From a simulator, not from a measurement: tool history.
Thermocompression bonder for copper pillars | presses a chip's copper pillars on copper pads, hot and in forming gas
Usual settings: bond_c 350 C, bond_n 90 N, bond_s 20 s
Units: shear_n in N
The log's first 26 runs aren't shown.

run   hour  bond_c  bond_n  bond_s  hours of work since the heater was calibrated  hours of work since the force cell was calibrated  hours of work since the gas filter was changed  shear_n
 27  322.6     333     117      23                                            480                                                410                                             139     52.5
 28  338.9     333     117      23                                            488                                                418                                             147     52.2
 29  350.4     350     132      17                                            493                                                423                                             152     56.8
 30  367.5     340     132      10                                            501                                                431                                             160     44.5
 31  376.7     360     101      11                                            505                                                435                                             164     48.4
 32  393.6     360     101      11                                            513                                                443                                             172     48.7
 33  405.2     360     101      11                                            518                                                448                                             177     47.9
 34  419.4     350      92      20                                            524                                                454                                             183     52.1
 35  432.2     377     122      31                                            530                                                460                                             189     73.5
 36  443.4     350      74      21                                            535                                                465                                             194     48.4
 37  458.4     330      89      23                                            542                                                472                                             201     45.3
 38  473.4     330      89      15                                            549                                                479                                             208     39.9
 39  487.4     350      68      46                                            555                                                485                                             214     60.1
 40  499.3     339      78      50                                            561                                                491                                             220     59.5

Forecast each of these 4 alternatives for the next run:
  A  514.3     327      88      28                                            567                                                498                                             226        ?
  B  514.3     350      83      43                                            567                                                498                                             226        ?
  C  514.3     350      87      20                                            567                                                498                                             226        ?
  D  514.3     339      78      40                                            567                                                498                                             226        ?

run  shear_n
  A     47.3
  B     62.0
  C     50.6
  D     56.3
Without the tool's hidden state the same runs would have given:
run  shear_n
  A     47.3
  B     62.0
  C     50.6
  D     56.2
